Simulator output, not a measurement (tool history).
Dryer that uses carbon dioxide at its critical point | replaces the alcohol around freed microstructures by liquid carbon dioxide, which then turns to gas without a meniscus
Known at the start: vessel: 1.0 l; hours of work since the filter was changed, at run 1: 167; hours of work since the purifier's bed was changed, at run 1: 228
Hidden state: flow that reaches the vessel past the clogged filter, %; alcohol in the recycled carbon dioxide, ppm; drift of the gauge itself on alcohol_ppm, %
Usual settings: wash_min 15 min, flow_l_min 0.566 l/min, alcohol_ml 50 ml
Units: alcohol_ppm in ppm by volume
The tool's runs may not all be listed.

run,hour,wash_min,flow_l_min,alcohol_ml,hours of work since the filter was changed,hours of work since the purifier's bed was changed,alcohol_ppm
1,0,15,0.566,50,167,228,136
2,29.9,15,0.566,50,190,251,146
3,65.5,15,0.566,50,217,279,163
4,86.9,15,0.566,40,234,295,166
5,108.7,13,0.566,40,250,312,250
6,133.8,15,0.566,50,270,331,188
7,165.9,10,0.566,50,294,356,756
8,206.1,10,0.566,50,326,387,781
9,244.7,15,0.566,108,355,417,301
10,275.7,15,0.566,23,379,441,199
# hour 284.1: inlet filter changed
11,296.3,15,0.566,23,9,456,182
12,342.4,15,0.566,50,45,491,229
13,362.1,20,0.566,89,60,507,192
14,399,20,0.566,89,89,535,203
15,423.5,20,0.566,89,107,554,208
16,469.1,9,0.566,50,143,589,1088
17,507.7,9,0.509,94,172,619,2622
18,547.5,15,0.42,102,203,650,896
19,569.9,15,0.487,49,220,667,383
20,590.6,10,0.686,35,236,683,404
21,634.3,19,0.686,35,270,716,254
22,653.2,21,0.686,35,284,731,267
# hour 679.8: purifier's bed changed
23,689.8,15,0.385,29,310,8,327
24,731.1,15,0.497,27,342,40,105

Forecast each of these 3 alternatives for the next run:
A,759.2,13,0.566,50,364,61,?
B,759.2,19,0.497,50,364,61,?
C,759.2,15,0.795,27,364,61,?

run,alcohol_ppm
A,201
B,62
C,32
Without the tool's hidden state the same runs would have given:
run,alcohol_ppm
A,130
B,28
C,7
